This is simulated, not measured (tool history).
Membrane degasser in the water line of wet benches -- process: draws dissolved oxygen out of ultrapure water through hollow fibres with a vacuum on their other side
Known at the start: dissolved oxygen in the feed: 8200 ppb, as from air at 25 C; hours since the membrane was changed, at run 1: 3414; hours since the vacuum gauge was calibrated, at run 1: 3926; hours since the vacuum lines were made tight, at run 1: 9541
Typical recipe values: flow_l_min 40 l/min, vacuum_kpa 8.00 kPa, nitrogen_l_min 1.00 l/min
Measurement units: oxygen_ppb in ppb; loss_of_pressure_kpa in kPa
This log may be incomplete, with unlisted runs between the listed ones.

run,hour,flow_l_min,vacuum_kpa,nitrogen_l_min,hours since the membrane was changed,hours since the vacuum gauge was calibrated,hours since the vacuum lines were made tight,oxygen_ppb,loss_of_pressure_kpa
1,0.0,40,8.00,1.00,3414,3926,9541,404.3,36.49
2,125.1,40,8.00,1.09,3539,4052,9666,386.3,36.68
3,241.5,40,8.00,1.09,3656,4168,9782,381.5,36.74
4,355.2,40,8.00,1.09,3770,4282,9896,384.2,36.83
5,470.8,40,8.00,1.09,3885,4397,10012,377.4,36.87
6,566.7,40,12.42,1.00,3981,4493,10108,726.7,36.28
7,636.2,40,12.42,1.00,4051,4563,10177,724.3,36.45
8,757.3,40,12.42,1.00,4172,4684,10298,728.3,36.93
9,832.5,40,8.00,1.00,4247,4759,10373,406.5,37.24
10,911.0,40,8.01,1.00,4325,4837,10452,410.4,36.74
11,980.5,40,8.01,1.00,4395,4907,10521,419.4,36.79
12,1077.0,40,8.01,0.48,4491,5003,10618,688.9,36.48
13,1157.9,40,11.45,0.48,4572,5084,10699,1068.4,37.06
14,1210.2,51,11.45,0.48,4625,5137,10751,1261.0,46.83
# hour 1258.3: seals of the vacuum lines changed
15,1334.0,51,11.45,0.48,4746,5258,76,1292.5,46.93
16,1459.0,63,11.45,0.48,4871,5383,201,1433.0,57.81
17,1536.8,59,11.45,0.48,4949,5461,279,1383.4,54.38
18,1647.8,59,11.45,0.48,5060,5572,389,1388.8,54.16
19,1753.3,58,8.00,1.00,5166,5678,495,566.8,53.46
20,1824.2,58,8.00,1.00,5237,5749,566,570.6,53.67
21,1917.9,40,11.97,2.33,5330,5842,660,355.6,37.01
22,2039.6,40,11.97,2.33,5452,5964,781,363.2,36.97
23,2164.8,40,11.97,2.33,5577,6089,907,360.2,36.68
24,2273.7,47,7.63,1.07,5686,6198,1015,426.8,43.42
25,2379.1,40,6.29,1.00,5791,6304,1121,293.2,37.16
26,2503.5,28,9.64,0.54,5916,6428,1245,648.4,25.82
27,2626.0,28,9.64,0.54,6038,6550,1368,641.7,25.96
28,2756.2,32,9.31,0.63,6169,6681,1498,613.1,29.84
29,2881.8,25,14.24,1.00,6294,6806,1624,594.1,23.23
30,2948.1,25,14.24,1.00,6360,6873,1690,590.6,23.05
31,3030.8,35,14.24,0.52,6443,6955,1773,1225.7,32.18

Below, each run's measurement less what the same run would have read without the hidden state. Both values contain the same run-to-run variation, but the gauge's scatter may not be the same in both:
Hidden state at play: membrane still open, %; true pressure behind the membrane over the reading, kPa; air that leaks in behind the membrane, l/min; drift of the gauge itself on oxygen_ppb, %; drift of the gauge itself on loss_of_pressure_kpa, %.
run,oxygen_ppb,loss_of_pressure_kpa
1,+23.9,+0.58
2,+23.5,+0.60
3,+23.8,+0.62
4,+24.4,+0.63
5,+24.5,+0.66
6,+25.6,+0.67
7,+25.8,+0.68
8,+26.4,+0.70
9,+27.8,+0.72
10,+28.5,+0.73
11,+29.4,+0.75
12,+44.3,+0.76
13,+38.9,+0.77
14,+45.4,+1.00
15,+53.6,+1.02
16,+60.5,+1.29
17,+59.0,+1.24
18,+60.2,+1.27
19,+44.2,+1.26
20,+44.9,+1.29
21,+17.4,+0.90
22,+18.0,+0.92
23,+18.3,+0.94
24,+38.7,+1.13
25,+36.9,+0.98
26,+41.2,+0.70
27,+41.4,+0.71
28,+42.7,+0.83
29,+24.5,+0.66
30,+24.6,+0.67
31,+47.4,+0.95

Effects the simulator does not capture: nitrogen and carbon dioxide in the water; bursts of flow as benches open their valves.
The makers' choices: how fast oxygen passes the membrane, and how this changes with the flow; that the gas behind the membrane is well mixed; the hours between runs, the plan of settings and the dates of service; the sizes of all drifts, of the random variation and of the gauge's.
